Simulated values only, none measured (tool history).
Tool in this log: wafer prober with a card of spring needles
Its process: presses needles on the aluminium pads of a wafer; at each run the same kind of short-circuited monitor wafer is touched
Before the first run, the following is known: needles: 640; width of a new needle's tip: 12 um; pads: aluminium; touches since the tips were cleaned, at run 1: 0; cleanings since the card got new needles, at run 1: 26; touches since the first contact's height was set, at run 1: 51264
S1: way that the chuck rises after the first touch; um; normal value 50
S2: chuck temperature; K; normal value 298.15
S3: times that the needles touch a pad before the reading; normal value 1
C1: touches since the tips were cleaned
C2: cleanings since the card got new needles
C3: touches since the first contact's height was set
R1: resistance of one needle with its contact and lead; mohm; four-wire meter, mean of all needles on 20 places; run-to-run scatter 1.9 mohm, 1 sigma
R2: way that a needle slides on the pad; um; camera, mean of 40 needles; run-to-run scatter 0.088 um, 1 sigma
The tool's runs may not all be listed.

run,hour,S1,S2,S3,C1,C2,C3,R1,R2
1,0.0,50,298.15,1,0,26,51264,207,9.10
# hour 6.7: tips cleaned on abrasive film
# hour 13.3: tips cleaned on abrasive film
# hour 18.7: tips cleaned on abrasive film
# hour 25.4: tips cleaned on abrasive film
# hour 30.7: tips cleaned on abrasive film
# hour 37.4: tips cleaned on abrasive film
# hour 44.1: tips cleaned on abrasive film
2,44.4,50,298.15,1,99,33,64819,209,9.15
# hour 49.8: tips cleaned on abrasive film
# hour 56.4: tips cleaned on abrasive film
# hour 63.1: tips cleaned on abrasive film
# hour 69.8: tips cleaned on abrasive film
# hour 76.5: tips cleaned on abrasive film
3,77.0,50,298.15,1,161,38,74768,209,9.16
# hour 82.4: tips cleaned on abrasive film
# hour 87.7: tips cleaned on abrasive film
# hour 94.4: tips cleaned on abrasive film
# hour 99.8: tips cleaned on abrasive film
# hour 106.4: tips cleaned on abrasive film
# hour 111.8: tips cleaned on abrasive film
# hour 118.5: tips cleaned on abrasive film
# hour 125.1: tips cleaned on abrasive film
# hour 131.8: tips cleaned on abrasive film
# hour 138.5: tips cleaned on abrasive film
4,140.6,50,298.15,1,662,48,94190,212,9.04
# hour 144.7: tips cleaned on abrasive film
# hour 151.3: tips cleaned on abrasive film
# hour 158.0: tips cleaned on abrasive film
# hour 164.7: tips cleaned on abrasive film
# hour 170.6: tips cleaned on abrasive film
5,170.6,50,298.15,1,0,53,103339,208,8.98
# hour 176.0: tips cleaned on abrasive film
# hour 182.7: tips cleaned on abrasive film
# hour 189.3: tips cleaned on abrasive film
# hour 196.0: tips cleaned on abrasive film
# hour 202.7: tips cleaned on abrasive film
# hour 209.4: tips cleaned on abrasive film
# hour 216.0: tips cleaned on abrasive film
# hour 222.7: tips cleaned on abrasive film
# hour 228.8: tips cleaned on abrasive film
6,228.8,50,298.15,1,0,62,121096,207,9.20
# hour 235.5: tips cleaned on abrasive film
# hour 240.8: tips cleaned on abrasive film
# hour 247.5: tips cleaned on abrasive film
# hour 254.2: tips cleaned on abrasive film
# hour 260.8: tips cleaned on abrasive film
# hour 267.5: tips cleaned on abrasive film
# hour 274.2: tips cleaned on abrasive film
7,279.3,50,298.15,1,1573,69,136533,204,9.16
# hour 280.7: tips cleaned on abrasive film
# hour 287.4: tips cleaned on abrasive film
# hour 294.0: tips cleaned on abrasive film
# hour 297.0: height of the first contact set anew
# hour 301.0: tips cleaned on abrasive film
# hour 307.7: tips cleaned on abrasive film
# hour 314.4: tips cleaned on abrasive film
# hour 321.0: tips cleaned on abrasive film
# hour 327.7: tips cleaned on abrasive film
# hour 334.4: tips cleaned on abrasive film
8,334.6,66,325.15,2,73,78,11492,206,11.93
# hour 340.0: tips cleaned on abrasive film
# hour 346.7: tips cleaned on abrasive film
# hour 353.3: tips cleaned on abrasive film
# hour 360.0: tips cleaned on abrasive film
9,364.4,66,310.15,2,1359,82,20601,208,12.05
# hour 365.8: tips cleaned on abrasive film
# hour 372.5: tips cleaned on abrasive film
# hour 379.2: tips cleaned on abrasive film
# hour 385.8: tips cleaned on abrasive film
# hour 392.5: tips cleaned on abrasive film
# hour 399.2: tips cleaned on abrasive film
# hour 404.5: tips cleaned on abrasive film
10,408.5,60,356.15,1,1235,89,34070,219,10.77

Take each entry between the runs: how does the hidden state at the last listed run before it differ from the hidden state at the first listed run after it?
In the gap between runs 1 and 2: tips cleaned on abrasive film (hour 6.7); tips cleaned on abrasive film (hour 13.3); tips cleaned on abrasive film (hour 18.7); tips cleaned on abrasive film (hour 25.4); tips cleaned on abrasive film (hour 30.7); tips cleaned on abrasive film (hour 37.4); tips cleaned on abrasive film (hour 44.1)
  the hidden state is the same at both runs
In the gap between runs 2 and 3: tips cleaned on abrasive film (hour 49.8); tips cleaned on abrasive film (hour 56.4); tips cleaned on abrasive film (hour 63.1); tips cleaned on abrasive film (hour 69.8); tips cleaned on abrasive film (hour 76.5)
  debris on the tips, nm: 0 -> 0.1
In the gap between runs 3 and 4: tips cleaned on abrasive film (hour 82.4); tips cleaned on abrasive film (hour 87.7); tips cleaned on abrasive film (hour 94.4); tips cleaned on abrasive film (hour 99.8); tips cleaned on abrasive film (hour 106.4); tips cleaned on abrasive film (hour 111.8); tips cleaned on abrasive film (hour 118.5); tips cleaned on abrasive film (hour 125.1); tips cleaned on abrasive film (hour 131.8); tips cleaned on abrasive film (hour 138.5)
  debris on the tips, nm: 0.1 -> 0.2
In the gap between runs 4 and 5: tips cleaned on abrasive film (hour 144.7); tips cleaned on abrasive film (hour 151.3); tips cleaned on abrasive film (hour 158.0); tips cleaned on abrasive film (hour 164.7); tips cleaned on abrasive film (hour 170.6)
  debris on the tips, nm: 0.2 -> 0; tips' diameter, um: 12 -> 12.01
In the gap between runs 5 and 6: tips cleaned on abrasive film (hour 176.0); tips cleaned on abrasive film (hour 182.7); tips cleaned on abrasive film (hour 189.3); tips cleaned on abrasive film (hour 196.0); tips cleaned on abrasive film (hour 202.7); tips cleaned on abrasive film (hour 209.4); tips cleaned on abrasive film (hour 216.0); tips cleaned on abrasive film (hour 222.7); tips cleaned on abrasive film (hour 228.8)
  way that the needles fall short of the set height, um: 0.01 -> 0.02
In the gap between runs 6 and 7: tips cleaned on abrasive film (hour 235.5); tips cleaned on abrasive film (hour 240.8); tips cleaned on abrasive film (hour 247.5); tips cleaned on abrasive film (hour 254.2); tips cleaned on abrasive film (hour 260.8); tips cleaned on abrasive film (hour 267.5); tips cleaned on abrasive film (hour 274.2)
  debris on the tips, nm: 0 -> 0.3
In the gap between runs 7 and 8: tips cleaned on abrasive film (hour 280.7); tips cleaned on abrasive film (hour 287.4); tips cleaned on abrasive film (hour 294.0); height of the first contact set anew (hour 297.0); tips cleaned on abrasive film (hour 301.0); tips cleaned on abrasive film (hour 307.7); tips cleaned on abrasive film (hour 314.4); tips cleaned on abrasive film (hour 321.0); tips cleaned on abrasive film (hour 327.7); tips cleaned on abrasive film (hour 334.4)
  debris on the tips, nm: 0.3 -> 0.1; way that the needles fall short of the set height, um: 0.02 -> 0
In the gap between runs 8 and 9: tips cleaned on abrasive film (hour 340.0); tips cleaned on abrasive film (hour 346.7); tips cleaned on abrasive film (hour 353.3); tips cleaned on abrasive film (hour 360.0)
  debris on the tips, nm: 0.1 -> 0.3
In the gap between runs 9 and 10: tips cleaned on abrasive film (hour 365.8); tips cleaned on abrasive film (hour 372.5); tips cleaned on abrasive film (hour 379.2); tips cleaned on abrasive film (hour 385.8); tips cleaned on abrasive film (hour 392.5); tips cleaned on abrasive film (hour 399.2); tips cleaned on abrasive film (hour 404.5)
  the hidden state is the same at both runs
